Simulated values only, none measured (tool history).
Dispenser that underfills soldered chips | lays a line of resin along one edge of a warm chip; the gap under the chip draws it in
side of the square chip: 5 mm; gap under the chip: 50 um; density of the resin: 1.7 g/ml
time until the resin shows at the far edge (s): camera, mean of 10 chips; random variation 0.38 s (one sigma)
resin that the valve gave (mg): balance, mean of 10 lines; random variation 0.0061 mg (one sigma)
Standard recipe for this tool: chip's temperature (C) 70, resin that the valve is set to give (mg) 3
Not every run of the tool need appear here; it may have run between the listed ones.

run     day  chip's temperature (C)  resin that the valve is set to give (mg)  time until the resin shows at the far edge (s)  resin that the valve gave (mg)
  1       0                      70                                         3                                            34.9                           2.968
      0.267  -- new syringe of resin
  2   0.488                      70                                         3                                            27.8                           2.962
  3   0.933                      69                                         3                                              41                           2.947
      1.033  -- new syringe of resin
  4   1.404                      69                                         3                                            31.8                           2.942
      1.812  -- new syringe of resin
  5   1.838                      69                                         3                                            23.8                           2.922
  6   2.225                      69                                         3                                            32.7                           2.926
      2.583  -- new syringe of resin
  7   2.671                      69                                         3                                            26.1                           2.922
  8   2.942                      69                                         3                                            32.2                           2.924
      3.358  -- new syringe of resin
  9   3.375                      69                                         3                                            23.6                           2.912
 10   3.762                      69                                         3                                            33.8                           2.913
 11   4.012                      70                                         3                                            40.2                           2.904
       4.15  -- new syringe of resin
 12   4.342                      70                                         3                                            27.1                           2.895
 13   4.658                      70                                         3                                            36.6                           2.898
      4.933  -- new syringe of resin
 14   4.933                      70                                       2.8                                            24.8                           2.695
      5.021  -- dispensing valve cleaned and set on the balance
 15   5.192                      70                                         3                                            28.4                           3.007
 16   5.579                      70                                         3                                            38.6                           2.999
      5.767  -- new syringe of resin
 17   5.929                      70                                         3                                            26.8                           2.992
 18   6.438                      70                                      3.32                                            40.3                           3.293
      6.571  -- new syringe of resin
 19   6.904                      61                                      2.71                                            42.1                           2.705
 20   7.296                      77                                      2.71                                            34.7                           2.687
      7.354  -- new syringe of resin
 21     7.8                      60                                       3.5                                              46                           3.459
 22   8.104                      70                                      2.68                                            45.9                           2.649
      8.162  -- new syringe of resin
 23   8.638                      70                                      2.68                                            34.7                           2.631
 24   8.858                      70                                      2.68                                            43.5                           2.624
      8.954  -- new syringe of resin
 25     9.1                      70                                      2.68                                            26.5                            2.63
 26   9.475                      82                                      2.68                                            24.8                           2.627
      9.742  -- new syringe of resin
 27  10.012                      79                                       3.4                                              22                           3.307
 28  10.467                      79                                       3.4                                            31.7                           3.298
     10.512  -- new syringe of resin
 29  10.938                      79                                      2.82                                            24.5                           2.737
       11.3  -- new syringe of resin
 30  11.342                      79                                      2.95                                            17.9                           2.852
 31  11.604                      69                                         3                                            30.7                           2.894
 32  11.892                      60                                      3.41                                            51.3                            3.29
     12.038  -- dispensing valve cleaned and set on the balance
     12.129  -- new syringe of resin
 33  12.429                      56                                      3.58                                            47.4                           3.576
     12.896  -- new syringe of resin
 34  12.958                      63                                      3.06                                            31.4                           3.048
 35  13.367                      84                                      2.59                                            23.2                           2.575

Here are 3 independent what-if runs from the current tool condition. What would each one return?
     13.679  -- new syringe of resin
  A  13.75                      79                                      3.02                                               ?                               ?
     13.679  -- new syringe of resin
  B  13.75                      68                                      3.26                                               ?                               ?
     13.679  -- new syringe of resin
  C  13.75                      84                                      2.77                                               ?                               ?

run  time until the resin shows at the far edge (s)  resin that the valve gave (mg)
  A                                            18.5                           2.985
  B                                            25.7                           3.236
  C                                              16                           2.739
With the hidden condition removed and each run's random variation left untouched, the same runs would have given:
run  time until the resin shows at the far edge (s)  resin that the valve gave (mg)
  A                                            16.7                           3.013
  B                                            23.2                           3.266
  C                                            14.4                           2.765
